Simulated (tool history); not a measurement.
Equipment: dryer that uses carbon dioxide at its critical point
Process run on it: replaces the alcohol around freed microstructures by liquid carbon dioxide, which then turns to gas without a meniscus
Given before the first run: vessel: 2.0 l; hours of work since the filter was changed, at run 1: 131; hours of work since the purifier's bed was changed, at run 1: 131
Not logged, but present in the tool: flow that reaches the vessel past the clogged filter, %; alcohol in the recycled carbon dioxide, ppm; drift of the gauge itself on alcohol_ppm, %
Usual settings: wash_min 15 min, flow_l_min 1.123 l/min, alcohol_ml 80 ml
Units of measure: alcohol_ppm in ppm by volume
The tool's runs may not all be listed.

run	hour	wash_min	flow_l_min	alcohol_ml	hours of work since the filter was changed	hours of work since the purifier's bed was changed	alcohol_ppm
1	0.0	15	1.123	80	131	131	166
2	43.6	15	1.123	80	150	150	188
3	102.5	15	1.123	80	175	175	202
4	163.6	15	1.123	80	202	202	224
# hour 168.7: inlet filter changed
5	202.2	15	1.123	80	15	218	136
6	253.7	15	1.123	80	37	241	143
7	294.3	15	1.123	80	55	259	139
8	336.2	15	1.123	80	73	277	158
9	400.5	13	1.123	80	101	305	307
10	440.4	20	1.123	80	119	323	70
11	491.4	15	1.310	80	141	345	117
12	528.0	16	0.760	48	157	361	502
13	572.6	16	0.760	48	177	380	540
14	601.4	23	1.370	80	189	393	77
15	629.1	15	1.310	107	201	405	165
# hour 634.5: inlet filter changed
16	688.5	10	1.280	36	24	431	243
17	716.8	10	1.280	36	36	443	251
18	760.7	21	1.130	36	55	462	72
19	801.2	21	1.130	36	73	480	90
20	832.6	21	1.130	36	87	494	78
21	890.6	15	0.720	68	112	519	928
22	938.8	10	1.830	100	133	540	184

Consider 3 possible next runs. They are alternatives, not a sequence: every one starts from the tool as it was left by run 22. What does each give?
A	965.3	19	1.030	25	145	552	?
B	965.3	15	1.123	106	145	552	?
C	965.3	11	1.460	31	145	552	?

run	alcohol_ppm
A	105
B	271
C	156
What these runs would have given with no unlogged condition in the tool:
run	alcohol_ppm
A	18
B	108
C	45
